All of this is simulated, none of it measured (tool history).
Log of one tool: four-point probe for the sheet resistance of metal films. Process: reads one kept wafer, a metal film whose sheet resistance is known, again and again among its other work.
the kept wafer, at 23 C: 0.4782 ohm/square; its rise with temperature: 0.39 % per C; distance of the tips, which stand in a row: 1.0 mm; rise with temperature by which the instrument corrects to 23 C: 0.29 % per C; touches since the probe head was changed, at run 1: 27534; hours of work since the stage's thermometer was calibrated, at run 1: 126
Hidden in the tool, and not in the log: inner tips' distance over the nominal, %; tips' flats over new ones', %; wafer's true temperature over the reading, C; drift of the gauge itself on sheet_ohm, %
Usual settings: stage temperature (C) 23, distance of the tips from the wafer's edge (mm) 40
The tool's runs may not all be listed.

run	hour	stage temperature (C)	distance of the tips from the wafer's edge (mm)	touches since the probe head was changed	hours of work since the stage's thermometer was calibrated	sheet resistance as the instrument gives it (ohm/square)
1	0	23	40	27534	126	0.478186
2	34.3	23	26	28308	146	0.478313
3	79.6	23	26	29330	173	0.478498
4	122.3	22	40	30295	198	0.477824
5	161.2	22	40	31174	222	0.477903
6	194.4	22	40	31922	241	0.4779
7	219.7	22	40	32493	256	0.477802
8	248.4	23	40	33142	273	0.478456
9	273.1	23	40	33699	288	0.478419
10	298	23	40	34262	303	0.478271
11	321.9	23	40	34801	317	0.47837
12	364.9	23	40	35773	343	0.478397
13	409.8	23	30	36786	369	0.478696
14	454.3	23	40	37792	396	0.478399
15	485.4	23	40	38493	414	0.478488
16	532.5	23	40	39558	442	0.478592
17	566.8	23	40	40333	463	0.47845
18	594.3	23	40	40953	479	0.478511
19	635.4	19	40	41881	503	0.476844
20	675.2	19	40	42780	527	0.476628
21	699.1	19	40	43318	541	0.476687
22	741.9	23	26	44285	567	0.479138
23	788.5	23	26	45337	594	0.478849
24	831.4	27	4	46305	620	0.496008
25	875.9	27	4	47311	646	0.496128
26	919.1	19	7	48287	672	0.482068
27	947.9	19	7	48936	689	0.481916
28	979.9	28	14	49658	708	0.482289
29	1012.5	27	10	50395	727	0.483183
30	1054.1	25	6	51335	752	0.486691
31	1095.6	20	5	52273	777	0.487383
32	1142.6	20	5	53332	805	0.48737
33	1185.6	25	40	54304	830	0.479851
34	1206.2	20	29	54770	842	0.477652

Forecast each of these 5 alternatives for the next run:
A	1236.1	28	29	55444	860	?
B	1236.1	19	60	55444	860	?
C	1236.1	28	48	55444	860	?
D	1236.1	18	63	55444	860	?
E	1236.1	22	4	55444	860	?

run	sheet resistance as the instrument gives it (ohm/square)
A	0.481519
B	0.477164
C	0.481394
D	0.476578
E	0.493957
Without the tool's hidden state the same runs would have given:
run	sheet resistance as the instrument gives it (ohm/square)
A	0.480846
B	0.476479
C	0.480721
D	0.475891
E	0.493254
